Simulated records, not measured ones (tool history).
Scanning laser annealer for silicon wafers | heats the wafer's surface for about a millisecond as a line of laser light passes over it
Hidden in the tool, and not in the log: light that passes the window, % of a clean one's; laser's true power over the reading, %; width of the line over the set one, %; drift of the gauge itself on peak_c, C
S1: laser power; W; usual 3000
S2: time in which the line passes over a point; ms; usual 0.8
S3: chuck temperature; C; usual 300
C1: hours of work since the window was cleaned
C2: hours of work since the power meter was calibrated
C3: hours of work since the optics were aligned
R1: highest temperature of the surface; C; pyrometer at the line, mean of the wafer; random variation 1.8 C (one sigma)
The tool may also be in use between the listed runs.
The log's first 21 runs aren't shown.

| run | hour | S1 | S2 | S3 | C1 | C2 | C3 | R1 |
|---|---|---|---|---|---|---|---|---|
| 22 | 1447.5 | 3141 | 0.779 | 283 | 228 | 1223 | 373 | 1087 |
| 23 | 1511.3 | 3000 | 0.871 | 300 | 268 | 1263 | 412 | 1099 |
| 24 | 1589.1 | 3000 | 0.871 | 287 | 316 | 1311 | 461 | 1081 |
|  | 1598.7 | laser's power meter calibrated |
| 25 | 1681.6 | 3000 | 0.871 | 287 | 372 | 52 | 516 | 1079 |
| 26 | 1737.8 | 3000 | 0.871 | 287 | 407 | 87 | 551 | 1075 |
|  | 1755.6 | window over the wafer cleaned |
| 27 | 1818 | 3000 | 0.871 | 287 | 39 | 135 | 600 | 1097 |
| 28 | 1900.3 | 2714 | 0.629 | 319 | 90 | 186 | 651 | 915 |
| 29 | 1972.3 | 2773 | 0.629 | 319 | 135 | 231 | 696 | 931 |
| 30 | 2063.5 | 2773 | 0.629 | 319 | 192 | 288 | 753 | 928 |
|  | 2070.9 | laser's power meter calibrated, once more |
| 31 | 2154.6 | 3064 | 0.677 | 267 | 246 | 52 | 808 | 977 |
| 32 | 2230.6 | 3000 | 0.708 | 330 | 294 | 99 | 855 | 1030 |
| 33 | 2290 | 3000 | 0.708 | 330 | 331 | 136 | 892 | 1031 |
| 34 | 2364.4 | 2749 | 0.686 | 300 | 377 | 183 | 938 | 915 |
|  | 2425 | window over the wafer cleaned |
| 35 | 2435 | 3195 | 0.686 | 289 | 6 | 225 | 981 | 1051 |
|  | 2488.1 | optics aligned, line set to its width |
| 36 | 2497.6 | 3000 | 0.75 | 277 | 42 | 261 | 6 | 1025 |
| 37 | 2562.5 | 3012 | 0.75 | 335 | 82 | 301 | 46 | 1087 |
| 38 | 2640.7 | 3000 | 0.851 | 320 | 131 | 350 | 95 | 1117 |
| 39 | 2698 | 3063 | 0.774 | 322 | 167 | 386 | 131 | 1096 |
| 40 | 2796 | 3063 | 0.774 | 322 | 228 | 447 | 192 | 1093 |

Forecast each of these 3 alternatives for the next run:
| A | 2883.9 | 3063 | 0.895 | 322 | 282 | 501 | 246 | ? |
| B | 2883.9 | 2739 | 0.8 | 271 | 282 | 501 | 246 | ? |
| C | 2883.9 | 3155 | 0.708 | 285 | 282 | 501 | 246 | ? |

| run | R1 |
|---|---|
| A | 1147 |
| B | 950 |
| C | 1049 |
Without the tool's hidden state the same runs would have given:
| run | R1 |
|---|---|
| A | 1170 |
| B | 969 |
| C | 1070 |

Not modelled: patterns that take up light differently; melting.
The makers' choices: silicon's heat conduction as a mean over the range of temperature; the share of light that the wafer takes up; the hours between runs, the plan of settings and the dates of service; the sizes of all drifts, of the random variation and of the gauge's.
